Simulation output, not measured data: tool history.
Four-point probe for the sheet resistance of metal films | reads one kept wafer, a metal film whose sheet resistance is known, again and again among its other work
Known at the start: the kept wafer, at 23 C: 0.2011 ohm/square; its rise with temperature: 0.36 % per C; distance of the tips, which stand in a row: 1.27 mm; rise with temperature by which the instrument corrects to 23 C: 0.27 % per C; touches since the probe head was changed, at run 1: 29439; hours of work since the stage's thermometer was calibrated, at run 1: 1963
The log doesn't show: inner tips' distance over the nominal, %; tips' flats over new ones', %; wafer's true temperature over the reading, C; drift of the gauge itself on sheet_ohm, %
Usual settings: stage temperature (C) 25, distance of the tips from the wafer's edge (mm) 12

| run | hour | stage temperature (C) | distance of the tips from the wafer's edge (mm) | touches since the probe head was changed | hours of work since the stage's thermometer was calibrated | sheet resistance as the instrument gives it (ohm/square) |
|---|---|---|---|---|---|---|
| 1 | 0.0 | 25 | 12 | 29439 | 1963 | 0.202643 |
| 2 | 8.5 | 25 | 12 | 29751 | 1969 | 0.202656 |
| 3 | 19.4 | 25 | 12 | 30151 | 1977 | 0.202698 |
| 4 | 35.0 | 25 | 12 | 30724 | 1988 | 0.202740 |
| 5 | 44.4 | 33 | 12 | 31068 | 1994 | 0.204108 |
| 6 | 60.9 | 33 | 12 | 31672 | 2006 | 0.204150 |
| 7 | 75.1 | 25 | 12 | 32195 | 2016 | 0.202646 |
| 8 | 93.6 | 25 | 12 | 32872 | 2029 | 0.202683 |
| 9 | 108.3 | 25 | 12 | 33413 | 2039 | 0.202667 |
| 10 | 117.0 | 25 | 12 | 33730 | 2046 | 0.202657 |
| 11 | 125.5 | 25 | 5 | 34043 | 2052 | 0.208189 |
| 12 | 144.4 | 25 | 5 | 34735 | 2065 | 0.208230 |
| 13 | 162.0 | 25 | 12 | 35384 | 2077 | 0.202703 |
| 14 | 180.6 | 25 | 12 | 36064 | 2090 | 0.202710 |
| 15 | 201.5 | 25 | 12 | 36830 | 2105 | 0.202700 |
| 16 | 211.7 | 25 | 4 | 37204 | 2112 | 0.211814 |
| 17 | 224.0 | 25 | 12 | 37657 | 2121 | 0.202669 |
| 18 | 234.4 | 25 | 14 | 38039 | 2128 | 0.202342 |
| 19 | 254.7 | 25 | 14 | 38785 | 2143 | 0.202359 |
| 20 | 272.0 | 25 | 14 | 39419 | 2155 | 0.202374 |
| 21 | 289.0 | 25 | 14 | 40040 | 2167 | 0.202257 |
| 22 | 299.6 | 25 | 20 | 40431 | 2174 | 0.201836 |
| 23 | 308.3 | 25 | 5 | 40751 | 2181 | 0.208231 |
| 24 | 319.7 | 19 | 61 | 41168 | 2189 | 0.200312 |
| 25 | 337.6 | 19 | 61 | 41825 | 2201 | 0.200346 |
| 26 | 347.1 | 19 | 61 | 42171 | 2208 | 0.200367 |
| 27 | 364.9 | 33 | 23 | 42824 | 2221 | 0.203249 |
|  | 379.7 | stage's thermometer calibrated |
| 28 | 385.5 | 23 | 4 | 43563 | 4 | 0.211426 |
| 29 | 402.6 | 33 | 4 | 44189 | 16 | 0.213289 |
| 30 | 422.9 | 25 | 31 | 44935 | 30 | 0.201724 |
| 31 | 433.8 | 32 | 7 | 45335 | 38 | 0.206305 |
| 32 | 442.6 | 21 | 25 | 45658 | 44 | 0.201000 |
| 33 | 454.8 | 30 | 12 | 46104 | 53 | 0.203564 |
| 34 | 474.6 | 30 | 12 | 46831 | 67 | 0.203538 |
| 35 | 488.6 | 30 | 12 | 47347 | 77 | 0.203579 |
| 36 | 499.3 | 26 | 5 | 47739 | 84 | 0.208347 |
| 37 | 516.7 | 26 | 5 | 48378 | 97 | 0.208511 |
| 38 | 525.4 | 27 | 23 | 48697 | 103 | 0.202166 |
| 39 | 536.1 | 27 | 23 | 49090 | 110 | 0.202120 |
| 40 | 548.6 | 27 | 23 | 49547 | 119 | 0.202231 |
| 41 | 567.4 | 27 | 5 | 50235 | 132 | 0.208584 |
| 42 | 580.4 | 27 | 5 | 50713 | 142 | 0.208617 |
| 43 | 598.3 | 32 | 72 | 51370 | 154 | 0.202765 |
| 44 | 611.6 | 22 | 31 | 51858 | 164 | 0.201091 |

Hidden state at the last listed run before each entry between runs and at the first one after, where it differs:
Between runs 27 and 28: stage's thermometer calibrated (hour 379.7)
  wafer's true temperature over the reading, C: -0.01 -> 0
